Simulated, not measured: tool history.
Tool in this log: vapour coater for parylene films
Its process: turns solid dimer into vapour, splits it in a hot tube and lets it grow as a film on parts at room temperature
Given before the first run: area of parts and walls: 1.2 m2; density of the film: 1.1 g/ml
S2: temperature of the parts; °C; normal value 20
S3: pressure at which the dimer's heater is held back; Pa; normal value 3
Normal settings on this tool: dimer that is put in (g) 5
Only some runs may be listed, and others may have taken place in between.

{"run": 1, "hour": 0.0, "dimer that is put in (g)": 5, "S2": 20, "S3": 3, "thickness of the film (um)": 2.9}
{"run": 2, "hour": 14.3, "dimer that is put in (g)": 5, "S2": 20, "S3": 3, "thickness of the film (um)": 2.9}
{"run": 3, "hour": 36.3, "dimer that is put in (g)": 5, "S2": 20, "S3": 3, "thickness of the film (um)": 2.85}
{"run": 4, "hour": 55.4, "dimer that is put in (g)": 5, "S2": 14, "S3": 3, "thickness of the film (um)": 3.24}
{"run": 5, "hour": 65.5, "dimer that is put in (g)": 5, "S2": 28, "S3": 3, "thickness of the film (um)": 2.45}
{"run": 6, "hour": 87.1, "dimer that is put in (g)": 5, "S2": 20, "S3": 10.04, "thickness of the film (um)": 2.15}
{"run": 7, "hour": 100.4, "dimer that is put in (g)": 5, "S2": 20, "S3": 5.31, "thickness of the film (um)": 2.52}
{"run": 8, "hour": 119.8, "dimer that is put in (g)": 5, "S2": 20, "S3": 3, "thickness of the film (um)": 2.88}
{"run": 9, "hour": 138.3, "dimer that is put in (g)": 5, "S2": 20, "S3": 3, "thickness of the film (um)": 2.88}
{"run": 10, "hour": 156.3, "dimer that is put in (g)": 5, "S2": 20, "S3": 3, "thickness of the film (um)": 2.85}
{"run": 11, "hour": 174.0, "dimer that is put in (g)": 5, "S2": 28, "S3": 3, "thickness of the film (um)": 2.44}
{"run": 12, "hour": 184.5, "dimer that is put in (g)": 5, "S2": 20, "S3": 3, "thickness of the film (um)": 2.84}
{"run": 13, "hour": 199.2, "dimer that is put in (g)": 5, "S2": 20, "S3": 3, "thickness of the film (um)": 2.87}
{"run": 14, "hour": 214.2, "dimer that is put in (g)": 5, "S2": 20, "S3": 3, "thickness of the film (um)": 2.84}
{"hour": 232.5, "done": "trap's valve overhauled"}
{"run": 15, "hour": 236.4, "dimer that is put in (g)": 5, "S2": 20, "S3": 3, "thickness of the film (um)": 2.87}
{"run": 16, "hour": 254.8, "dimer that is put in (g)": 5, "S2": 20, "S3": 3, "thickness of the film (um)": 2.85}
{"run": 17, "hour": 267.4, "dimer that is put in (g)": 3, "S2": 20, "S3": 2.29, "thickness of the film (um)": 1.81}
{"run": 18, "hour": 282.2, "dimer that is put in (g)": 5, "S2": 20, "S3": 8.48, "thickness of the film (um)": 2.23}
{"run": 19, "hour": 302.5, "dimer that is put in (g)": 5, "S2": 29, "S3": 7.27, "thickness of the film (um)": 1.93}
{"run": 20, "hour": 322.3, "dimer that is put in (g)": 2, "S2": 20, "S3": 3.89, "thickness of the film (um)": 1.05}
{"run": 21, "hour": 336.7, "dimer that is put in (g)": 2, "S2": 20, "S3": 3.89, "thickness of the film (um)": 1.06}
{"run": 22, "hour": 352.0, "dimer that is put in (g)": 5, "S2": 20, "S3": 6.89, "thickness of the film (um)": 2.33}
{"run": 23, "hour": 363.7, "dimer that is put in (g)": 3, "S2": 20, "S3": 6.89, "thickness of the film (um)": 1.4}
{"run": 24, "hour": 380.2, "dimer that is put in (g)": 4, "S2": 31, "S3": 4.86, "thickness of the film (um)": 1.63}
{"run": 25, "hour": 396.7, "dimer that is put in (g)": 5, "S2": 14, "S3": 3, "thickness of the film (um)": 3.18}
{"run": 26, "hour": 417.7, "dimer that is put in (g)": 5, "S2": 14, "S3": 3, "thickness of the film (um)": 3.17}
{"run": 27, "hour": 430.9, "dimer that is put in (g)": 4, "S2": 13, "S3": 9.14, "thickness of the film (um)": 1.99}
{"run": 28, "hour": 453.5, "dimer that is put in (g)": 2, "S2": 22, "S3": 2.39, "thickness of the film (um)": 1.15}
{"run": 29, "hour": 465.1, "dimer that is put in (g)": 4, "S2": 20, "S3": 10.31, "thickness of the film (um)": 1.67}
{"run": 30, "hour": 484.6, "dimer that is put in (g)": 4, "S2": 20, "S3": 10.31, "thickness of the film (um)": 1.66}
{"run": 31, "hour": 493.7, "dimer that is put in (g)": 4, "S2": 27, "S3": 8.99, "thickness of the film (um)": 1.51}
{"run": 32, "hour": 510.1, "dimer that is put in (g)": 4, "S2": 27, "S3": 3.59, "thickness of the film (um)": 1.88}

For each run, the measured value with the value that run would have given without the tool's hidden condition subtracted. The run-to-run variation is shared by both, the gauge scatter possibly not:
Unlogged tool condition in this case: vapour lost through the trap's worn valve, %; true temperature of the parts over the reading, C; drift of the gauge itself on film_um, %.
run=1 thickness_of_the_film_(um)=-0.01
run=2 thickness_of_the_film_(um)=-0.01
run=3 thickness_of_the_film_(um)=-0.02
run=4 thickness_of_the_film_(um)=-0.02
run=5 thickness_of_the_film_(um)=-0.02
run=6 thickness_of_the_film_(um)=-0.01
run=7 thickness_of_the_film_(um)=-0.02
run=8 thickness_of_the_film_(um)=-0.02
run=9 thickness_of_the_film_(um)=-0.03
run=10 thickness_of_the_film_(um)=-0.04
run=11 thickness_of_the_film_(um)=-0.03
run=12 thickness_of_the_film_(um)=-0.04
run=13 thickness_of_the_film_(um)=-0.04
run=14 thickness_of_the_film_(um)=-0.04
run=15 thickness_of_the_film_(um)=-0.03
run=16 thickness_of_the_film_(um)=-0.03
run=17 thickness_of_the_film_(um)=-0.03
run=18 thickness_of_the_film_(um)=-0.03
run=19 thickness_of_the_film_(um)=-0.03
run=20 thickness_of_the_film_(um)=-0.02
run=21 thickness_of_the_film_(um)=-0.01
run=22 thickness_of_the_film_(um)=-0.05
run=23 thickness_of_the_film_(um)=-0.02
run=24 thickness_of_the_film_(um)=-0.03
run=25 thickness_of_the_film_(um)=-0.07
run=26 thickness_of_the_film_(um)=-0.07
run=27 thickness_of_the_film_(um)=-0.04
run=28 thickness_of_the_film_(um)=-0.03
run=29 thickness_of_the_film_(um)=-0.04
run=30 thickness_of_the_film_(um)=-0.04
run=31 thickness_of_the_film_(um)=-0.04
run=32 thickness_of_the_film_(um)=-0.05

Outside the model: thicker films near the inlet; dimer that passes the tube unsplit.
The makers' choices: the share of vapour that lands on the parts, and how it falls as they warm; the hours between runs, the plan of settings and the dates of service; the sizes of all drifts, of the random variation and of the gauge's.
